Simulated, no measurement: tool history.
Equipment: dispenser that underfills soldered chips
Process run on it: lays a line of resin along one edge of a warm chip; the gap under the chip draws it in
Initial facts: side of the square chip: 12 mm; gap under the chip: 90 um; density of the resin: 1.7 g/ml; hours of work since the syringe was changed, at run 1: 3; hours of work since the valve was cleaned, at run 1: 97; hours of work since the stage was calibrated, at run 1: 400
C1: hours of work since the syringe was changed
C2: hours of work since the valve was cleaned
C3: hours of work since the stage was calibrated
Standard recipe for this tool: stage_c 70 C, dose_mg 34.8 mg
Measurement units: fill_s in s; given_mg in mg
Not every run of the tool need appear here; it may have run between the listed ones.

Run 1, hour 0: usual settings; C1 3; C2 97; C3 400. Result: fill_s 96.9 s, given_mg 32.3 mg.
At hour 3.1: new syringe of resin.
At hour 10.7: new syringe of resin.
Run 2, hour 12.3: usual settings but dose_mg 39 mg; C1 1; C2 106; C3 408. Result: fill_s 85.5 s, given_mg 36.35 mg.
At hour 18.7: new syringe of resin.
At hour 26.3: new syringe of resin.
Run 3, hour 27: usual settings; C1 0; C2 116; C3 419. Result: fill_s 82 s, given_mg 32.02 mg.
Run 4, hour 33.4: usual settings; C1 5; C2 121; C3 423. Result: fill_s 107.2 s, given_mg 31.95 mg.
At hour 34.8: new syringe of resin.
At hour 38.2: dispensing valve cleaned and set on the balance.
At hour 43.9: new syringe of resin.
Run 5, hour 45.6: usual settings; C1 1; C2 5; C3 431. Result: fill_s 86 s, given_mg 34.55 mg.
At hour 52: new syringe of resin.
Run 6, hour 59.1: usual settings; C1 5; C2 15; C3 440. Result: fill_s 109.3 s, given_mg 34.65 mg.
At hour 60.3: new syringe of resin.
At hour 68.3: new syringe of resin.
Run 7, hour 74.8: usual settings; C1 5; C2 26; C3 451. Result: fill_s 105.2 s, given_mg 34.33 mg.

For run 8, what comes out?
At hour 76.5: new syringe of resin.
At hour 84.8: new syringe of resin.
Run 8, hour 86.5: usual settings; C1 1; C2 34; C3 459. Result: fill_s ?, given_mg ?.

{"run 8": {"fill_s": 84.2, "given_mg": 34.03}}
Without the tool's hidden state the same run would have given fill_s 84.2 s, given_mg 34.94 mg.
